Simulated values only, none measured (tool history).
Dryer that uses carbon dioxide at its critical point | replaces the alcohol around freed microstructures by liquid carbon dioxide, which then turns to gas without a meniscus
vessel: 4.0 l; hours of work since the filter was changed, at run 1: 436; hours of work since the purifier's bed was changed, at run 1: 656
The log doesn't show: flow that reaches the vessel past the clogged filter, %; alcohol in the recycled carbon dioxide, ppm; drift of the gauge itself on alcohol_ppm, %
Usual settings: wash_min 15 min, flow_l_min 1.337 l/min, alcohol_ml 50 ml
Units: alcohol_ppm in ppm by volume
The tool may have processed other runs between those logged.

run	day	wash_min	flow_l_min	alcohol_ml	hours of work since the filter was changed	hours of work since the purifier's bed was changed	alcohol_ppm
1	0.000	15	1.337	50	436	656	208
2	2.258	15	1.337	50	469	688	222
3	3.779	15	1.337	50	491	710	224
4	5.562	15	1.337	50	517	736	220
5	7.100	15	0.960	50	539	758	641
# day 8.125: inlet filter changed
6	9.696	15	0.960	50	23	795	584
7	11.638	15	2.130	50	51	823	43
8	12.996	24	1.337	50	71	843	48
9	14.496	15	1.337	79	92	865	297
10	17.192	15	1.337	79	131	904	295
11	19.221	15	1.337	79	161	933	296
12	21.033	15	1.337	79	187	959	310
13	22.958	15	1.337	79	215	987	305
14	24.933	15	1.337	79	243	1016	314
15	27.725	15	1.337	50	284	1056	216
16	29.912	15	1.337	50	316	1088	214
17	31.579	15	1.337	50	340	1112	233
18	33.275	15	1.410	50	364	1137	189
19	35.658	14	1.337	50	399	1171	282
20	37.288	14	1.337	50	422	1195	296
21	39.504	15	1.337	50	454	1227	238
22	42.396	15	1.337	31	496	1269	174
23	44.912	15	1.337	31	533	1305	180
# day 46.400: inlet filter changed
24	47.108	13	1.310	50	10	1337	341
25	49.879	16	1.780	24	50	1377	65
26	51.367	22	1.780	96	72	1398	67
27	53.571	22	0.860	20	104	1430	141
28	56.221	19	1.337	37	142	1468	101
# day 57.175: purifier's bed changed
29	59.279	15	1.337	20	185	30	69
30	61.417	15	0.820	78	216	61	1407
31	64.008	10	1.870	37	253	99	176
32	66.008	13	0.980	37	282	128	589
33	68.283	13	0.980	37	315	161	643
34	70.904	13	0.980	37	353	199	605
35	72.350	13	0.980	37	374	220	648
36	74.854	9	1.290	106	410	256	2288
37	76.129	19	0.880	67	429	274	516
38	77.812	10	1.337	76	453	299	1144
39	80.808	15	1.620	50	497	342	96
40	82.062	17	0.950	54	515	360	488
41	83.996	20	1.950	24	543	388	17
# day 84.688: inlet filter changed
42	86.546	20	1.950	24	27	425	23
43	89.100	20	1.950	24	64	462	30
44	91.379	15	1.470	114	97	495	252
45	92.604	11	1.470	30	115	512	244
46	94.992	15	1.337	22	149	547	102

Each row is a separate what-if for the run after 46, all from the same tool condition, not one after another. Results?
A	96.454	11	1.080	70	170	568	?
B	96.454	15	0.800	26	170	568	?
C	96.454	10	1.380	47	170	568	?
D	96.454	12	0.980	22	170	568	?
E	96.454	23	0.870	66	170	568	?

run	alcohol_ppm
A	1370
B	520
C	607
D	459
E	247
Take away the tool's hidden state, keep each run's random variation, and the runs would have read:
run	alcohol_ppm
A	1283
B	473
C	552
D	416
E	207
